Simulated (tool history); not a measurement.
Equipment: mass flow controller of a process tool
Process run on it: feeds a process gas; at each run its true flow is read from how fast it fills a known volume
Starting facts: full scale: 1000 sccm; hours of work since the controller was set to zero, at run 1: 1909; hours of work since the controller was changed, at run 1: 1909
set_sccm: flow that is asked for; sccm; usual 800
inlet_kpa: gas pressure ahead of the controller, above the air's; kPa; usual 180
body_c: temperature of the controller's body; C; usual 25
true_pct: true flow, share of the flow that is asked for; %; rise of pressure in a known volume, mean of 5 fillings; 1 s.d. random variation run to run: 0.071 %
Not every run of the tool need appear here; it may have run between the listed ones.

run	day	set_sccm	inlet_kpa	body_c	hours of work since the controller was set to zero	hours of work since the controller was changed	true_pct
1	0	800	180	25	1909	1909	99.82
2	7.604	800	180	25	2028	2028	99.76
3	15.433	800	180	25	2151	2151	100
4	22.108	800	180	25	2256	2256	99.83
5	27.467	800	180	25	2340	2340	99.88
6	34.8	800	180	25	2455	2455	99.9
7	38.979	800	180	25	2520	2520	99.82
8	44.262	800	180	25	2603	2603	99.75
9	48.762	800	180	25	2674	2674	99.79
10	56.858	800	155	25	2801	2801	99.97
11	62.283	873	180	25	2886	2886	100.1
12	71.471	381	180	25	3030	3030	98.66
13	80.467	800	180	25	3171	3171	100.01
14	85.779	800	180	25	3255	3255	99.92
15	89.858	800	214	25	3319	3319	99.76
16	97.242	800	214	25	3435	3435	99.74
17	103.217	800	180	25	3528	3528	99.99
18	107.296	800	180	25	3592	3592	99.92
19	113.933	800	180	25	3697	3697	100.07
20	118.679	800	223	36	3771	3771	99.53
21	126.754	800	223	36	3898	3898	99.47
22	130.838	942	180	32	3962	3962	100.09
23	135.096	942	180	32	4029	4029	100.21
24	141.683	942	180	32	4132	4132	100.1
25	147.062	942	180	32	4216	4216	100.13
26	151.492	800	175	25	4286	4286	100.06
27	157.925	800	175	25	4387	4387	99.99
28	164.833	800	175	25	4495	4495	100.07
29	169.575	800	180	33	4570	4570	99.83
30	177.038	650	235	31	4687	4687	99.18
31	184.962	194	194	28	4811	4811	97.41

Had the tool no unlogged condition, and each run kept its random variation, what would the results have been?
Hidden conditions of the tool in this case: flow at rest that the sensor doesn't see, % of full scale; true flow over the shown one, %; drift of the gauge itself on true_pct, %.
run	true_pct
1	99.76
2	99.69
3	99.9
4	99.72
5	99.76
6	99.77
7	99.67
8	99.59
9	99.62
10	99.78
11	99.88
12	98.74
13	99.76
14	99.67
15	99.5
16	99.46
17	99.7
18	99.62
19	99.75
20	99.21
21	99.12
22	99.68
23	99.79
24	99.66
25	99.68
26	99.65
27	99.57
28	99.63
29	99.38
30	98.82
31	98.26
